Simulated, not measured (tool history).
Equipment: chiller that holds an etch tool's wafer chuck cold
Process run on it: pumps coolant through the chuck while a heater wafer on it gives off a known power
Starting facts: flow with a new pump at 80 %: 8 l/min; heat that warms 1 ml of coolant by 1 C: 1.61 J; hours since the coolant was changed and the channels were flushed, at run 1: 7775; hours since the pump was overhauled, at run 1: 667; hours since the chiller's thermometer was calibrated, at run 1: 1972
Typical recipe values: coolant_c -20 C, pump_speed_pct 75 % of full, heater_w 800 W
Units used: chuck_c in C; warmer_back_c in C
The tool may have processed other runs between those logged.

run	hour	coolant_c	pump_speed_pct	heater_w	hours since the coolant was changed and the channels were flushed	hours since the pump was overhauled	hours since the chiller's thermometer was calibrated	chuck_c	warmer_back_c
1	0	-20	75	800	7775	667	1972	-13.5	4.01
2	38.7	-20	75	800	7813	705	2011	-13.4	3.98
3	69	-20	75	795	7844	736	2041	-13.7	3.91
# hour 89.8: coolant changed, channels flushed
4	117.2	-20	75	795	27	778	2083	-13.5	3.97
5	160.2	-20	75	795	70	821	2126	-13.6	3.98
6	206	-20	75	795	116	867	2172	-13.6	3.98
7	228.3	-20	75	795	139	889	2195	-13.6	4.01
8	272.5	-14	75	800	183	933	2239	-7.5	4.06
9	326.8	-14	75	800	237	988	2293	-7.5	4.07
10	353.4	-20	65	800	264	1014	2320	-12.8	4.71
11	394.2	-20	75	1123	304	1055	2360	-10.8	5.72
12	422.3	-20	75	967	332	1083	2389	-12.2	4.96
13	461.6	-20	75	967	372	1122	2428	-12	4.96
14	497.6	-20	75	967	408	1158	2464	-12.1	4.94
15	537.6	-20	75	967	448	1198	2504	-12.1	4.97
16	562.1	-20	75	800	472	1223	2528	-13.5	4.13
17	594.4	-20	75	800	505	1255	2561	-13.5	4.14
18	624.5	-20	86	666	535	1285	2591	-15.1	3.05
19	663.9	-17	86	924	574	1325	2630	-10.4	4.24
20	688.2	-22	95	804	598	1349	2654	-16.5	3.3
21	718.3	-22	94	804	628	1379	2685	-16.6	3.39
22	758.5	-22	94	804	669	1419	2725	-16.4	3.41
23	783.6	-20	76	556	694	1444	2750	-15.5	2.98
24	811.8	-27	88	435	722	1473	2778	-24	2.04
25	844.7	-19	75	507	755	1505	2811	-15	2.75
26	880.9	-17	72	962	791	1542	2847	-9.1	5.21
27	914.5	-17	72	962	825	1575	2881	-8.8	5.23
28	937.5	-11	89	800	848	1598	2904	-5.2	3.6
29	969	-11	89	800	879	1630	2935	-5.3	3.64
30	1019.4	-14	87	442	930	1680	2986	-10.9	2.18
31	1061.9	-14	87	442	972	1723	3028	-10.9	2.19

Across each entry between runs, compare the hidden state at the last listed run before it with the hidden state at the first listed run after it:
After run 3, before run 4: coolant changed, channels flushed (hour 89.8)
  heat passed by the chuck's channels, % of clean ones': 99.7 -> 100; drift of the gauge itself on warmer_back_c, C: 0.02 -> 0.03
  what was measured, less what the result would be without the hidden state, warmer_back_c: +0.02 -> +0.03 C
